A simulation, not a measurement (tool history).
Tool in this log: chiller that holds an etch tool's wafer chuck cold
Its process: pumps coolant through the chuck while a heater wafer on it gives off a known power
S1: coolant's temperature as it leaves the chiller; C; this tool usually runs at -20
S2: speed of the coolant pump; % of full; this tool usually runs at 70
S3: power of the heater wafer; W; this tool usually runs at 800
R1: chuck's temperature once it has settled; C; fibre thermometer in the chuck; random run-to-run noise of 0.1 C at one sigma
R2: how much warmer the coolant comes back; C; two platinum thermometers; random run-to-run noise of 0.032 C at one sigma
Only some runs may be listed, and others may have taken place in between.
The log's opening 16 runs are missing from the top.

run	hour	S1	S2	S3	R1	R2
# hour 1547.4: chiller's thermometer calibrated
17	1594.7	-13	90	800	-7.7	2.64
18	1728.1	-25	85	445	-22.1	1.55
19	1800.5	-24	64	1136	-14.3	5.18
20	1928.2	-24	64	1136	-14.3	5.18
21	2011.2	-24	64	1136	-14.2	5.21
22	2092.0	-20	79	800	-14.3	2.93
23	2234.5	-22	67	978	-14.1	4.33
24	2341.3	-22	67	978	-13.9	4.30
25	2451.8	-22	67	978	-14.0	4.30
26	2525.3	-14	86	429	-11.0	1.52
27	2631.5	-14	86	429	-11.2	1.44
# hour 2646.5: coolant changed, channels flushed
28	2698.2	-11	80	429	-7.9	1.57
29	2786.6	-26	76	498	-22.4	1.92
30	2914.5	-26	76	498	-22.3	1.91
31	3057.2	-18	73	1148	-9.2	4.57
32	3134.8	-16	62	515	-11.4	2.42

What if the next run were any one of these 4? Each begins from the tool's condition after run 32:
A	3269.9	-25	72	515	?	?
B	3269.9	-25	70	800	?	?
C	3269.9	-10	80	418	?	?
D	3269.9	-19	64	1020	?	?

run	R1	R2
A	-21.0	2.09
B	-18.6	3.39
C	-7.0	1.55
D	-10.4	4.67
Had the tool no hidden state, the same runs would have come out as:
run	R1	R2
A	-21.0	2.09
B	-18.6	3.38
C	-7.1	1.55
D	-10.4	4.66
